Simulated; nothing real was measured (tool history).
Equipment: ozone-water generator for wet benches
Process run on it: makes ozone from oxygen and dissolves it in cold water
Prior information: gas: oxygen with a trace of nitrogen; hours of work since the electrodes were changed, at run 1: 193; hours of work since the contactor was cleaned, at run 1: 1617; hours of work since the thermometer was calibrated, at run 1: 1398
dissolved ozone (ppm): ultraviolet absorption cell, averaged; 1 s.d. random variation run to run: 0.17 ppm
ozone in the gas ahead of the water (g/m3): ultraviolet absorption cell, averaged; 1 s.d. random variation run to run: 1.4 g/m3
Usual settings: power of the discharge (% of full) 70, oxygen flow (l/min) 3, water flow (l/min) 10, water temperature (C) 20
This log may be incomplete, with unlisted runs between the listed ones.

| run | hour | power of the discharge (% of full) | oxygen flow (l/min) | water flow (l/min) | water temperature (C) | hours of work since the electrodes were changed | hours of work since the contactor was cleaned | hours of work since the thermometer was calibrated | dissolved ozone (ppm) | ozone in the gas ahead of the water (g/m3) |
|---|---|---|---|---|---|---|---|---|---|---|
| 1 | 0 | 70 | 3 | 10 | 20 | 193 | 1617 | 1398 | 22.5 | 270.7 |
| 2 | 44 | 70 | 3 | 10 | 17 | 226 | 1650 | 1430 | 24.3 | 269.6 |
| 3 | 79.2 | 70 | 3 | 10 | 20 | 252 | 1675 | 1456 | 22.5 | 268 |
| 4 | 118.2 | 70 | 3 | 10 | 20 | 280 | 1704 | 1484 | 22.7 | 270.5 |
| 5 | 173.1 | 70 | 3.81 | 10 | 20 | 320 | 1744 | 1524 | 21 | 228.3 |
| 6 | 231.1 | 70 | 3.81 | 10 | 20 | 363 | 1787 | 1567 | 21.6 | 226.7 |
| 7 | 287.8 | 70 | 3.81 | 10 | 20 | 404 | 1828 | 1609 | 21.5 | 226.3 |
| 8 | 353.7 | 70 | 3.81 | 10 | 14 | 453 | 1877 | 1657 | 23.7 | 228.9 |
| 9 | 382.3 | 70 | 3.81 | 10 | 14 | 474 | 1898 | 1678 | 23.4 | 227.7 |
| 10 | 444.6 | 70 | 3.81 | 10 | 14 | 519 | 1943 | 1723 | 23.3 | 227.4 |
| 11 | 483.3 | 70 | 3.81 | 10 | 14 | 548 | 1972 | 1752 | 23.6 | 227.1 |
| 12 | 550.5 | 70 | 3 | 10 | 14 | 597 | 2021 | 1801 | 24.8 | 268.9 |
| 13 | 585 | 48 | 3 | 10 | 20 | 622 | 2046 | 1826 | 17 | 203.2 |
| 14 | 622.9 | 48 | 5.22 | 10 | 15 | 650 | 2074 | 1854 | 16.2 | 139.2 |
| 15 | 675 | 45 | 3 | 10 | 20 | 688 | 2112 | 1892 | 16.2 | 193.7 |
| 16 | 710.2 | 96 | 3 | 8 | 20 | 714 | 2138 | 1918 | 34 | 337.1 |
| 17 | 758.1 | 66 | 3 | 7 | 17 | 749 | 2173 | 1953 | 30.1 | 253.4 |
| 18 | 794.9 | 55 | 1.91 | 7 | 16 | 776 | 2200 | 1980 | 29.5 | 306.6 |
| 19 | 863 | 55 | 1.91 | 8 | 16 | 826 | 2250 | 2030 | 25.9 | 305.9 |
| 20 | 890.7 | 70 | 2.1 | 7 | 20 | 846 | 2270 | 2050 | 32.6 | 341.9 |
| 21 | 926.8 | 73 | 2.21 | 14 | 13 | 873 | 2297 | 2077 | 18.2 | 342.1 |
| 22 | 970 | 48 | 4.76 | 8 | 14 | 905 | 2328 | 2109 | 20 | 148.4 |
| 23 | 1011.3 | 48 | 4.76 | 8 | 14 | 935 | 2359 | 2139 | 20.1 | 146.8 |
| 24 | 1062.3 | 48 | 4.76 | 8 | 14 | 972 | 2396 | 2176 | 19.8 | 147 |
| 25 | 1109.6 | 70 | 5.22 | 7 | 20 | 1007 | 2431 | 2211 | 24.3 | 179.7 |

For some of the steps in dissolved ozone (ppm) from one run to the next: how much would appear even if the tool had no hidden state, given the settings, what came in and random variation, and how much remains for the hidden state plus any gauge scatter that the measured result and the result without hidden state don't share?
Hidden conditions of the tool in this case: yield of the discharge, % of new electrodes'; contactor's efficiency, % of a clean one's; true water temperature over the reading, C; drift of the gauge itself on ozone_ppm, %; drift of the gauge itself on gas_g_m3, %.
Run 15 -> 16: power of the discharge (% of full) 45 -> 96, water flow (l/min) 10 -> 8. dissolved ozone (ppm) +17.8: hidden state -1.1, all else +18.9.
Run 20 -> 21: power of the discharge (% of full) 70 -> 73, oxygen flow (l/min) 2.1 -> 2.21, water flow (l/min) 7 -> 14, water temperature (C) 20 -> 13. dissolved ozone (ppm) -14.4: hidden state +0.7, all else -15.1.

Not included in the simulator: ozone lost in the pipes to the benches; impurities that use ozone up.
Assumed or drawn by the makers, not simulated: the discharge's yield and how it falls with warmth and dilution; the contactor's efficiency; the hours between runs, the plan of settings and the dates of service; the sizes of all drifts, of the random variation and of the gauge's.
